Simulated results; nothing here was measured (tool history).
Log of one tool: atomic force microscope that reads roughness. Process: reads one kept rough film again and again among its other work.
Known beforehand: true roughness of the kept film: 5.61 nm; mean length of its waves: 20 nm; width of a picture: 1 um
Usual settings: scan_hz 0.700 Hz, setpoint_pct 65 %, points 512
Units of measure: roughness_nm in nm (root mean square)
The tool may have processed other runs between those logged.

Run 1, hour 0.0: usual settings. Result: roughness_nm 2.704 nm (root mean square).
Run 2, hour 24.1: usual settings. Result: roughness_nm 2.618 nm (root mean square).
Run 3, hour 41.7: usual settings but scan_hz 0.525 Hz. Result: roughness_nm 2.617 nm (root mean square).
Run 4, hour 59.8: usual settings but scan_hz 0.525 Hz. Result: roughness_nm 2.584 nm (root mean square).
At hour 68.0: new tip fitted.
Run 5, hour 76.2: usual settings but scan_hz 0.525 Hz, setpoint_pct 64 %. Result: roughness_nm 3.429 nm (root mean square).
Run 6, hour 112.1: usual settings but scan_hz 0.525 Hz, setpoint_pct 69 %. Result: roughness_nm 3.279 nm (root mean square).
Run 7, hour 142.3: usual settings but scan_hz 0.525 Hz, setpoint_pct 69 %. Result: roughness_nm 3.154 nm (root mean square).
Run 8, hour 158.2: usual settings but scan_hz 0.525 Hz, setpoint_pct 69 %. Result: roughness_nm 3.091 nm (root mean square).
Run 9, hour 182.8: usual settings but scan_hz 0.525 Hz, setpoint_pct 69 %. Result: roughness_nm 2.989 nm (root mean square).
Run 10, hour 206.4: usual settings. Result: roughness_nm 2.894 nm (root mean square).
Run 11, hour 237.5: usual settings but points 660. Result: roughness_nm 2.852 nm (root mean square).
Run 12, hour 270.0: usual settings but scan_hz 1.042 Hz. Result: roughness_nm 2.691 nm (root mean square).
Run 13, hour 287.8: usual settings but scan_hz 1.042 Hz. Result: roughness_nm 2.619 nm (root mean square).
Run 14, hour 314.3: usual settings but scan_hz 1.042 Hz. Result: roughness_nm 2.577 nm (root mean square).
Run 15, hour 332.9: usual settings but scan_hz 1.042 Hz. Result: roughness_nm 2.517 nm (root mean square).
At hour 345.4: new tip fitted.
Run 16, hour 370.2: usual settings but scan_hz 1.042 Hz. Result: roughness_nm 3.303 nm (root mean square).
Run 17, hour 390.3: usual settings but points 300. Result: roughness_nm 3.195 nm (root mean square).
Run 18, hour 407.2: usual settings. Result: roughness_nm 3.195 nm (root mean square).
Run 19, hour 439.4: usual settings. Result: roughness_nm 3.047 nm (root mean square).
At hour 443.3: height scale calibrated on a step standard.
Run 20, hour 463.8: usual settings but setpoint_pct 70 %. Result: roughness_nm 2.960 nm (root mean square).
Run 21, hour 487.7: usual settings but setpoint_pct 70 %. Result: roughness_nm 2.874 nm (root mean square).
Run 22, hour 512.6: usual settings but setpoint_pct 70 %. Result: roughness_nm 2.781 nm (root mean square).
Run 23, hour 546.9: usual settings but scan_hz 1.645 Hz. Result: roughness_nm 2.603 nm (root mean square).
Run 24, hour 577.1: usual settings but scan_hz 1.645 Hz. Result: roughness_nm 2.532 nm (root mean square).
Run 25, hour 593.7: usual settings but scan_hz 0.989 Hz, setpoint_pct 69 %, points 439. Result: roughness_nm 2.539 nm (root mean square).
At hour 623.9: new tip fitted.
Run 26, hour 623.9: usual settings but scan_hz 0.989 Hz, setpoint_pct 69 %, points 439. Result: roughness_nm 3.331 nm (root mean square).
At hour 632.1: height scale calibrated on a step standard, once more.
Run 27, hour 643.5: usual settings but scan_hz 0.989 Hz, setpoint_pct 69 %, points 439. Result: roughness_nm 3.227 nm (root mean square).
Run 28, hour 669.3: usual settings but scan_hz 0.672 Hz, setpoint_pct 62 %. Result: roughness_nm 3.250 nm (root mean square).
Run 29, hour 706.2: usual settings but scan_hz 0.672 Hz, setpoint_pct 62 %. Result: roughness_nm 3.087 nm (root mean square).
Run 30, hour 725.5: usual settings but scan_hz 0.672 Hz, setpoint_pct 62 %. Result: roughness_nm 3.030 nm (root mean square).
Run 31, hour 750.1: usual settings but scan_hz 2.302 Hz. Result: roughness_nm 2.729 nm (root mean square).
Run 32, hour 773.5: usual settings but scan_hz 2.302 Hz. Result: roughness_nm 2.684 nm (root mean square).
Run 33, hour 803.4: usual settings but scan_hz 0.749 Hz, setpoint_pct 57 %, points 750. Result: roughness_nm 2.828 nm (root mean square).
Run 34, hour 831.2: usual settings but scan_hz 0.749 Hz, setpoint_pct 57 %, points 750. Result: roughness_nm 2.750 nm (root mean square).
Run 35, hour 857.6: usual settings but scan_hz 0.872 Hz, setpoint_pct 80 %, points 399. Result: roughness_nm 2.465 nm (root mean square).
Run 36, hour 888.3: usual settings but scan_hz 3.444 Hz, setpoint_pct 69 %, points 314. Result: roughness_nm 2.152 nm (root mean square).
At hour 901.4: new tip fitted.
Run 37, hour 917.7: usual settings but scan_hz 0.521 Hz, setpoint_pct 55 %, points 387. Result: roughness_nm 3.420 nm (root mean square).
Run 38, hour 940.1: usual settings but scan_hz 0.521 Hz, setpoint_pct 69 %, points 415. Result: roughness_nm 3.290 nm (root mean square).
Run 39, hour 962.6: usual settings but scan_hz 1.747 Hz, setpoint_pct 86 %, points 415. Result: roughness_nm 2.636 nm (root mean square).
Run 40, hour 979.7: usual settings but scan_hz 3.418 Hz, setpoint_pct 76 %. Result: roughness_nm 2.465 nm (root mean square).
Run 41, hour 1014.7: usual settings but scan_hz 0.775 Hz, setpoint_pct 87 %, points 468. Result: roughness_nm 2.752 nm (root mean square).
Run 42, hour 1047.0: usual settings but setpoint_pct 82 %, points 877. Result: roughness_nm 2.767 nm (root mean square).
Run 43, hour 1073.5: usual settings but setpoint_pct 82 %, points 877. Result: roughness_nm 2.685 nm (root mean square).
Run 44, hour 1099.6: usual settings but scan_hz 3.342 Hz, setpoint_pct 83 %, points 500. Result: roughness_nm 1.985 nm (root mean square).

For some of the steps in roughness_nm from one run to the next: how much would appear even if the tool had no hidden state, given the settings, what came in and random variation, and how much remains for the hidden state plus any gauge scatter that the measured result and the result without hidden state don't share?
The tool's hidden condition here consists of: radius of the tip, nm; height scale over the true one, %; drift of the gauge itself on roughness_nm, %.
Run 4 -> 5: setpoint_pct 65 -> 64, new tip fitted. roughness_nm +0.845 nm (root mean square): hidden state +0.873, all else -0.028.
Run 15 -> 16: new tip fitted. roughness_nm +0.786 nm (root mean square): hidden state +0.747, all else +0.039.
Run 25 -> 26: new tip fitted. roughness_nm +0.792 nm (root mean square): hidden state +0.797, all else -0.005.
Run 36 -> 37: scan_hz 3.444 -> 0.521, setpoint_pct 69 -> 55, points 314 -> 387, new tip fitted. roughness_nm +1.268 nm (root mean square): hidden state +0.674, all else +0.594.
